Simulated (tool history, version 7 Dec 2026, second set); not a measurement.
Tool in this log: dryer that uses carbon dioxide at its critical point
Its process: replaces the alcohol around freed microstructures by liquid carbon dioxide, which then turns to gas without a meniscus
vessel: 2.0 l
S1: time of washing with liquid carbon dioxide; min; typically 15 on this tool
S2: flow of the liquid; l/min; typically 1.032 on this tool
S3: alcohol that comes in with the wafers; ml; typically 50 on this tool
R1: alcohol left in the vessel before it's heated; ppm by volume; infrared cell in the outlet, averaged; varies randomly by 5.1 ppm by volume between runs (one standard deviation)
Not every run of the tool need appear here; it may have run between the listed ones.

run	hour	S1	S2	S3	R1
1	0	15	1.032	50	193
2	16.9	15	1.032	50	184
3	31.3	15	1.032	50	193
4	41.9	15	1.032	50	200
5	58.1	15	1.032	47	191
6	72.8	15	1.032	50	204
7	82.7	15	1.032	50	207
8	95.1	15	1.032	50	207
9	106	15	1.032	50	211
10	115.8	15	1.032	50	229
11	133.7	15	1.032	50	220
12	148.2	15	1.032	31	114
13	156	15	1.032	50	138
14	171.4	15	1.032	50	134
15	184.4	15	1.032	105	232
16	192.2	15	1.032	50	159
17	199.9	15	1.032	54	157
18	213.9	15	1.032	54	148
19	229.9	15	1.032	54	161
20	240.5	15	1.032	54	167
21	255.4	15	1.032	54	171
22	263.7	15	1.032	54	178
23	274.7	15	1.032	54	169
24	285.8	15	1.032	50	178
25	295	22	0.8	46	118
26	305.8	22	0.8	46	127
27	315.6	24	0.8	36	101
28	330.9	24	0.8	36	111
29	342.1	15	1.032	106	274
30	355.4	15	1.032	106	282
31	371.8	15	1.032	106	288
32	383.7	15	1.032	106	289
33	392.9	12	0.76	72	1507
34	401.7	18	1.28	32	96
35	417.7	15	1.21	50	137
36	426.2	15	0.82	73	567
37	434.1	23	0.84	34	113
38	445.1	23	0.64	42	218
39	461	14	1.32	45	127
40	477.8	14	1.32	45	125
41	486.1	15	1.32	50	125
42	502.4	15	1.32	50	125
43	520.5	15	1.32	50	136
44	535.6	15	1.32	50	132
45	553.1	15	1.32	48	135
46	566.4	17	1.032	118	248
47	581.1	12	1.032	78	649

Missing from the log above: 1 entry noted between runs. For each, name the pair of listed runs it sits between and say how the tool's hidden condition differs from the listed run just before to the listed run just after:
In the gap between runs 11 and 12: inlet filter changed (hour 139.9)
  flow that reaches the vessel past the clogged filter, %: 86.8 -> 99.8; alcohol in the recycled carbon dioxide, ppm: 70.4 -> 71.6
  what was measured, less what the result would be without the hidden state, R1: +147 -> +67 ppm by volume
